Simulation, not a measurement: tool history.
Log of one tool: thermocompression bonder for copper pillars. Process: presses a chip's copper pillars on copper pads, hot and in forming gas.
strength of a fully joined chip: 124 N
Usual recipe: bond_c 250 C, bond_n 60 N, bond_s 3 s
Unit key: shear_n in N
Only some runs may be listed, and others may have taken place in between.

{"run": 1, "hour": 0.0, "bond_c": 250, "bond_n": 60, "bond_s": 3, "shear_n": 85.5}
{"run": 2, "hour": 7.4, "bond_c": 250, "bond_n": 60, "bond_s": 3, "shear_n": 85.6}
{"run": 3, "hour": 12.6, "bond_c": 250, "bond_n": 60, "bond_s": 3, "shear_n": 85.3}
{"run": 4, "hour": 20.6, "bond_c": 250, "bond_n": 60, "bond_s": 3, "shear_n": 85.2}
{"run": 5, "hour": 26.1, "bond_c": 250, "bond_n": 60, "bond_s": 3, "shear_n": 85.1}
{"run": 6, "hour": 34.9, "bond_c": 250, "bond_n": 60, "bond_s": 4, "shear_n": 91.4}
{"run": 7, "hour": 40.2, "bond_c": 250, "bond_n": 60, "bond_s": 3, "shear_n": 85.3}
{"run": 8, "hour": 45.9, "bond_c": 263, "bond_n": 60, "bond_s": 3, "shear_n": 92.2}
{"run": 9, "hour": 51.3, "bond_c": 263, "bond_n": 60, "bond_s": 3, "shear_n": 92.1}
{"run": 10, "hour": 56.0, "bond_c": 263, "bond_n": 60, "bond_s": 3, "shear_n": 92.0}
{"run": 11, "hour": 62.1, "bond_c": 263, "bond_n": 60, "bond_s": 3, "shear_n": 92.2}
{"run": 12, "hour": 66.1, "bond_c": 263, "bond_n": 39, "bond_s": 3, "shear_n": 66.2}
{"run": 13, "hour": 72.6, "bond_c": 250, "bond_n": 60, "bond_s": 3, "shear_n": 84.8}
{"run": 14, "hour": 77.9, "bond_c": 250, "bond_n": 60, "bond_s": 3, "shear_n": 84.8}
{"run": 15, "hour": 81.7, "bond_c": 250, "bond_n": 60, "bond_s": 3, "shear_n": 85.0}
{"run": 16, "hour": 89.5, "bond_c": 250, "bond_n": 60, "bond_s": 7, "shear_n": 101.2}
{"run": 17, "hour": 94.7, "bond_c": 250, "bond_n": 60, "bond_s": 2, "shear_n": 76.2}
{"run": 18, "hour": 100.5, "bond_c": 250, "bond_n": 60, "bond_s": 4, "shear_n": 90.6}
{"run": 19, "hour": 108.4, "bond_c": 250, "bond_n": 60, "bond_s": 6, "shear_n": 98.2}
{"run": 20, "hour": 113.6, "bond_c": 250, "bond_n": 60, "bond_s": 6, "shear_n": 98.4}
{"run": 21, "hour": 118.1, "bond_c": 259, "bond_n": 55, "bond_s": 4, "shear_n": 89.9}
{"run": 22, "hour": 123.1, "bond_c": 234, "bond_n": 55, "bond_s": 2, "shear_n": 61.0}
{"run": 23, "hour": 128.5, "bond_c": 234, "bond_n": 55, "bond_s": 2, "shear_n": 60.5}
{"run": 24, "hour": 134.7, "bond_c": 268, "bond_n": 86, "bond_s": 3, "shear_n": 108.6}
{"run": 25, "hour": 142.9, "bond_c": 268, "bond_n": 86, "bond_s": 3, "shear_n": 108.8}
{"run": 26, "hour": 146.9, "bond_c": 235, "bond_n": 86, "bond_s": 3, "shear_n": 95.8}
{"run": 27, "hour": 154.7, "bond_c": 258, "bond_n": 60, "bond_s": 4, "shear_n": 94.3}
{"run": 28, "hour": 161.8, "bond_c": 220, "bond_n": 81, "bond_s": 3, "shear_n": 83.4}
{"run": 29, "hour": 167.2, "bond_c": 250, "bond_n": 47, "bond_s": 5, "shear_n": 80.5}
{"run": 30, "hour": 174.8, "bond_c": 270, "bond_n": 82, "bond_s": 7, "shear_n": 113.5}
{"run": 31, "hour": 182.8, "bond_c": 250, "bond_n": 42, "bond_s": 5, "shear_n": 73.8}
{"run": 32, "hour": 189.2, "bond_c": 230, "bond_n": 37, "bond_s": 2, "shear_n": 38.4}
{"run": 33, "hour": 193.3, "bond_c": 230, "bond_n": 37, "bond_s": 2, "shear_n": 38.2}
{"run": 34, "hour": 199.0, "bond_c": 226, "bond_n": 42, "bond_s": 3, "shear_n": 48.9}
{"run": 35, "hour": 204.3, "bond_c": 221, "bond_n": 42, "bond_s": 7, "shear_n": 63.0}
{"run": 36, "hour": 209.7, "bond_c": 221, "bond_n": 45, "bond_s": 7, "shear_n": 67.1}
{"run": 37, "hour": 219.0, "bond_c": 251, "bond_n": 76, "bond_s": 3, "shear_n": 97.3}
{"run": 38, "hour": 225.7, "bond_c": 223, "bond_n": 67, "bond_s": 3, "shear_n": 73.8}
{"run": 39, "hour": 231.0, "bond_c": 266, "bond_n": 54, "bond_s": 8, "shear_n": 102.9}

Predict each of these 4 candidate next runs independently; none follows another, all start after run 39:
{"run": "A", "hour": 239.8, "bond_c": 223, "bond_n": 63, "bond_s": 8, "shear_n": "?"}
{"run": "B", "hour": 239.8, "bond_c": 243, "bond_n": 48, "bond_s": 9, "shear_n": "?"}
{"run": "C", "hour": 239.8, "bond_c": 271, "bond_n": 63, "bond_s": 8, "shear_n": "?"}
{"run": "D", "hour": 239.8, "bond_c": 257, "bond_n": 54, "bond_s": 2, "shear_n": "?"}

run=A shear_n=90.4
run=B shear_n=89.3
run=C shear_n=109.2
run=D shear_n=72.8
Without the tool's unlogged condition, the same runs would have read:
run=A shear_n=92.4
run=B shear_n=91.5
run=C shear_n=115.1
run=D shear_n=73.7
